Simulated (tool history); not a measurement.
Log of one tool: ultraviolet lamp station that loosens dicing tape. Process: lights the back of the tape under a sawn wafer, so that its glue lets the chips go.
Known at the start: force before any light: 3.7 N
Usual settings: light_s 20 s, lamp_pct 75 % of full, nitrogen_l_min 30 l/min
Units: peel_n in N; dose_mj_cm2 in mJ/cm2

Run 1, hour 0.0: usual settings. Result: peel_n 0.344 N, dose_mj_cm2 227 mJ/cm2.
Run 2, hour 13.6: usual settings. Result: peel_n 0.333 N, dose_mj_cm2 226 mJ/cm2.
Run 3, hour 19.5: usual settings. Result: peel_n 0.347 N, dose_mj_cm2 221 mJ/cm2.
Run 4, hour 27.8: usual settings but nitrogen_l_min 11 l/min. Result: peel_n 0.640 N, dose_mj_cm2 223 mJ/cm2.
Run 5, hour 34.1: usual settings but nitrogen_l_min 11 l/min. Result: peel_n 0.655 N, dose_mj_cm2 222 mJ/cm2.
Run 6, hour 45.0: usual settings but light_s 12 s. Result: peel_n 0.796 N, dose_mj_cm2 135 mJ/cm2.
Run 7, hour 54.7: usual settings but light_s 12 s. Result: peel_n 0.822 N, dose_mj_cm2 134 mJ/cm2.
Run 8, hour 64.9: usual settings but light_s 12 s. Result: peel_n 0.808 N, dose_mj_cm2 130 mJ/cm2.
Run 9, hour 74.9: usual settings but light_s 12 s. Result: peel_n 0.845 N, dose_mj_cm2 130 mJ/cm2.
Run 10, hour 86.5: usual settings but light_s 17 s, lamp_pct 79 % of full, nitrogen_l_min 42 l/min. Result: peel_n 0.364 N, dose_mj_cm2 190 mJ/cm2.
Run 11, hour 92.7: usual settings but light_s 21 s, lamp_pct 67 % of full, nitrogen_l_min 33 l/min. Result: peel_n 0.379 N, dose_mj_cm2 204 mJ/cm2.
Run 12, hour 99.7: usual settings but light_s 21 s, lamp_pct 67 % of full, nitrogen_l_min 33 l/min. Result: peel_n 0.367 N, dose_mj_cm2 203 mJ/cm2.
Run 13, hour 108.2: usual settings but light_s 21 s, lamp_pct 67 % of full, nitrogen_l_min 33 l/min. Result: peel_n 0.391 N, dose_mj_cm2 202 mJ/cm2.
Run 14, hour 114.9: usual settings but light_s 29 s. Result: peel_n 0.180 N, dose_mj_cm2 308 mJ/cm2.
Run 15, hour 124.9: usual settings but light_s 29 s, lamp_pct 63 % of full. Result: peel_n 0.254 N, dose_mj_cm2 255 mJ/cm2.
Run 16, hour 134.0: usual settings but light_s 14 s, lamp_pct 63 % of full, nitrogen_l_min 26 l/min. Result: peel_n 0.925 N, dose_mj_cm2 122 mJ/cm2.
Run 17, hour 143.7: usual settings but nitrogen_l_min 12 l/min. Result: peel_n 0.658 N, dose_mj_cm2 214 mJ/cm2.

The same runs without the tool's hidden state, with the same run-to-run variation:
The hidden state here: lamp's light, % of a new lamp's; light that the window lets through, % of a clean one's; drift of the gauge itself on peel_n, %; drift of the gauge itself on dose_mj_cm2, %.
run  peel_n  dose_mj_cm2
  1   0.290          250
  2   0.276          251
  3   0.287          246
  4   0.536          248
  5   0.546          249
  6   0.671          152
  7   0.690          151
  8   0.675          148
  9   0.701          149
 10   0.286          218
 11   0.296          234
 12   0.283          233
 13   0.303          233
 14   0.146          356
 15   0.197          297
 16   0.747          143
 17   0.508          251
